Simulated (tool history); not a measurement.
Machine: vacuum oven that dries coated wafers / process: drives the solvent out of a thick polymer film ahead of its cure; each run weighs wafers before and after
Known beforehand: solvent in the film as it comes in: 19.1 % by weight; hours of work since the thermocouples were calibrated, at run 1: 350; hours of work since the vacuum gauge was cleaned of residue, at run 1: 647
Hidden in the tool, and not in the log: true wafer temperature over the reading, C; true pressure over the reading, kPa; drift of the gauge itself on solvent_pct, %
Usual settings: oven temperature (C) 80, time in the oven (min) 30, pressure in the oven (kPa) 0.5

| run | hour | oven temperature (C) | time in the oven (min) | pressure in the oven (kPa) | hours of work since the thermocouples were calibrated | hours of work since the vacuum gauge was cleaned of residue | solvent left in the film (%) |
|---|---|---|---|---|---|---|---|
| 1 | 0 | 80 | 30 | 0.5 | 350 | 647 | 2.7 |
| 2 | 17.2 | 89 | 30 | 0.5 | 361 | 658 | 0.64 |
| 3 | 39.2 | 80 | 30 | 0.5 | 375 | 672 | 2.76 |
| 4 | 57 | 80 | 30 | 0.5 | 387 | 684 | 2.75 |
| 5 | 82 | 80 | 30 | 0.5 | 403 | 700 | 2.73 |
| 6 | 98 | 80 | 51 | 0.5 | 413 | 711 | 0.95 |
| 7 | 121.2 | 80 | 30 | 0.5 | 428 | 726 | 2.76 |
| 8 | 140.3 | 80 | 30 | 0.5 | 441 | 738 | 2.75 |
| 9 | 157.5 | 80 | 30 | 0.5 | 452 | 749 | 2.74 |
| 10 | 185.2 | 80 | 35 | 0.5 | 470 | 767 | 2.09 |
| 11 | 211.7 | 80 | 30 | 0.735 | 487 | 784 | 2.88 |
| 12 | 232.6 | 80 | 20 | 0.28 | 501 | 798 | 4.81 |
|  | 236 | oven's thermocouples calibrated |
| 13 | 260.4 | 88 | 29 | 0.946 | 16 | 815 | 1 |
| 14 | 280 | 66 | 27 | 0.535 | 29 | 827 | 9.61 |
| 15 | 304.7 | 84 | 52 | 1.081 | 45 | 843 | 0.72 |
| 16 | 325.4 | 84 | 52 | 1.081 | 58 | 857 | 0.62 |
| 17 | 345.4 | 89 | 47 | 0.305 | 71 | 870 | 0.24 |
| 18 | 363 | 89 | 30 | 0.331 | 82 | 881 | 0.65 |
| 19 | 376.4 | 72 | 33 | 0.498 | 91 | 890 | 5.91 |
| 20 | 393.3 | 82 | 21 | 0.81 | 102 | 901 | 4.08 |
|  | 402.6 | oven's thermocouples calibrated, once more |
| 21 | 411.5 | 71 | 33 | 0.362 | 6 | 911 | 5.73 |

Below, some changes in solvent left in the film (%) between adjacent runs. For each, the amount present without the hidden state too (settings, incoming material, random variation) and the amount remaining for the hidden state with gauge scatter not shared by both compared results:
Run 13 -> 14: oven temperature (C) 88 -> 66, time in the oven (min) 29 -> 27, pressure in the oven (kPa) 0.946 -> 0.535. solvent left in the film (%) +8.61: hidden state +0.29, all else +8.32.
Run 14 -> 15: oven temperature (C) 66 -> 84, time in the oven (min) 27 -> 52, pressure in the oven (kPa) 0.535 -> 1.081. solvent left in the film (%) -8.89: hidden state -0.34, all else -8.55.
Run 18 -> 19: oven temperature (C) 89 -> 72, time in the oven (min) 30 -> 33, pressure in the oven (kPa) 0.331 -> 0.498. solvent left in the film (%) +5.26: hidden state +0.44, all else +4.82.
Run 20 -> 21: oven temperature (C) 82 -> 71, time in the oven (min) 21 -> 33, pressure in the oven (kPa) 0.81 -> 0.362, oven's thermocouples calibrated, once more. solvent left in the film (%) +1.65: hidden state -0.44, all else +2.09.
